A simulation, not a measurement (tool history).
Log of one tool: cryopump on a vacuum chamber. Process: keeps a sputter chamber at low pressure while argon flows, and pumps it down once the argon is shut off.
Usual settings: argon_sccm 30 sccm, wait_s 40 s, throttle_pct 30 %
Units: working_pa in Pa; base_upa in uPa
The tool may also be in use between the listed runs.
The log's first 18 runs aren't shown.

{"run": 19, "hour": 849.8, "argon_sccm": 17, "wait_s": 40, "throttle_pct": 30, "working_pa": 0.0888, "base_upa": 3.84}
{"run": 20, "hour": 913.8, "argon_sccm": 17, "wait_s": 217, "throttle_pct": 37, "working_pa": 0.0731, "base_upa": 2.25}
{"run": 21, "hour": 952.4, "argon_sccm": 17, "wait_s": 217, "throttle_pct": 37, "working_pa": 0.0732, "base_upa": 2.24}
{"run": 22, "hour": 991.2, "argon_sccm": 17, "wait_s": 217, "throttle_pct": 37, "working_pa": 0.0745, "base_upa": 2.35}
{"run": 23, "hour": 1033.5, "argon_sccm": 30, "wait_s": 51, "throttle_pct": 45, "working_pa": 0.107, "base_upa": 3.58}
{"run": 24, "hour": 1078.5, "argon_sccm": 30, "wait_s": 51, "throttle_pct": 45, "working_pa": 0.1087, "base_upa": 3.51}
{"run": 25, "hour": 1139.7, "argon_sccm": 30, "wait_s": 34, "throttle_pct": 35, "working_pa": 0.1385, "base_upa": 4.4}
{"run": 26, "hour": 1198.6, "argon_sccm": 30, "wait_s": 34, "throttle_pct": 26, "working_pa": 0.184, "base_upa": 4.36}
{"run": 27, "hour": 1229.1, "argon_sccm": 13, "wait_s": 92, "throttle_pct": 40, "working_pa": 0.053, "base_upa": 2.97}
{"run": 28, "hour": 1292.5, "argon_sccm": 13, "wait_s": 92, "throttle_pct": 40, "working_pa": 0.0533, "base_upa": 3.05}
{"run": 29, "hour": 1348.7, "argon_sccm": 13, "wait_s": 92, "throttle_pct": 40, "working_pa": 0.0539, "base_upa": 3.21}
{"run": 30, "hour": 1383.8, "argon_sccm": 13, "wait_s": 92, "throttle_pct": 16, "working_pa": 0.1292, "base_upa": 3.17}
{"run": 31, "hour": 1445.1, "argon_sccm": 13, "wait_s": 92, "throttle_pct": 16, "working_pa": 0.1295, "base_upa": 3.33}
{"run": 32, "hour": 1471.4, "argon_sccm": 13, "wait_s": 92, "throttle_pct": 28, "working_pa": 0.0764, "base_upa": 3.28}
{"run": 33, "hour": 1521.0, "argon_sccm": 29, "wait_s": 299, "throttle_pct": 18, "working_pa": 0.2577, "base_upa": 2.74}
{"run": 34, "hour": 1582.0, "argon_sccm": 30, "wait_s": 184, "throttle_pct": 16, "working_pa": 0.301, "base_upa": 3.02}

Forecast each of these 4 alternatives for the next run:
{"run": "A", "hour": 1621.7, "argon_sccm": 30, "wait_s": 184, "throttle_pct": 16, "working_pa": "?", "base_upa": "?"}
{"run": "B", "hour": 1621.7, "argon_sccm": 30, "wait_s": 36, "throttle_pct": 30, "working_pa": "?", "base_upa": "?"}
{"run": "C", "hour": 1621.7, "argon_sccm": 34, "wait_s": 184, "throttle_pct": 17, "working_pa": "?", "base_upa": "?"}
{"run": "D", "hour": 1621.7, "argon_sccm": 31, "wait_s": 43, "throttle_pct": 57, "working_pa": "?", "base_upa": "?"}

run=A working_pa=0.3003 base_upa=3.07
run=B working_pa=0.1673 base_upa=4.71
run=C working_pa=0.3229 base_upa=3.09
run=D working_pa=0.0974 base_upa=4.47
Without the tool's hidden state the same runs would have given:
run=A working_pa=0.2886 base_upa=0.68
run=B working_pa=0.1555 base_upa=2.37
run=C working_pa=0.3095 base_upa=0.7
run=D working_pa=0.0851 base_upa=2.06
